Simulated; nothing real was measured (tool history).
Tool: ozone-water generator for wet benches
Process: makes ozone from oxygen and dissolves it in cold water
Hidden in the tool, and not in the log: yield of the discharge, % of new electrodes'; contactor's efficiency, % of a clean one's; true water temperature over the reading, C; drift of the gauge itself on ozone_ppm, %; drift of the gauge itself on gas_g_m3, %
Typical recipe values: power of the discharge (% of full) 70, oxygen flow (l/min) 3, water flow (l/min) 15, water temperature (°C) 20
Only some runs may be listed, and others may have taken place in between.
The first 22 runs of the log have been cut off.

run      day  power of the discharge (% of full)  oxygen flow (l/min)  water flow (l/min)  water temperature (°C)  hours of work since the electrodes were changed  hours of work since the contactor was cleaned  hours of work since the thermometer was calibrated  dissolved ozone (ppm)  ozone in the gas ahead of the water (g/m3)
 23  146.612                                  53                 5.03                  15                      25                                             7418                                           2240                                                1418                    9.1                                        85.7
 24  152.846                                  53                 5.03                  15                      25                                             7523                                           2344                                                1522                    9.2                                          86
     156.446  -- electrodes of the discharge changed
 25  158.975                                  89                 5.03                  21                      25                                               42                                           2443                                                1620                   12.3                                       149.9
 26  163.275                                  89                 5.03                  21                      25                                              114                                           2515                                                1692                   12.6                                       148.7
 27  169.896                                  70                    3                  15                      14                                              225                                           2626                                                1803                   15.3                                       161.3
 28  176.454                                  52                 3.15                   9                      27                                              335                                           2735                                                1913                   14.6                                       124.6
 29  181.229                                  52                 3.15                   9                      27                                              415                                           2815                                                1993                   14.5                                       125.7
 30  189.967                                  52                 3.15                   9                      27                                              561                                           2961                                                2139                   14.4                                       125.4
 31  195.654                                  42                 1.91                   9                      27                                              656                                           3057                                                2234                   12.5                                       137.2

Forecast run 32:
 32  201.275                                  79                 4.16                  13                      20                                              750                                           3151                                                2328                      ?                                           ?

dissolved ozone (ppm): 17.3
ozone in the gas ahead of the water (g/m3): 148
Without the tool's hidden state the same run would have given dissolved ozone (ppm) 18.1, ozone in the gas ahead of the water (g/m3) 151.1.
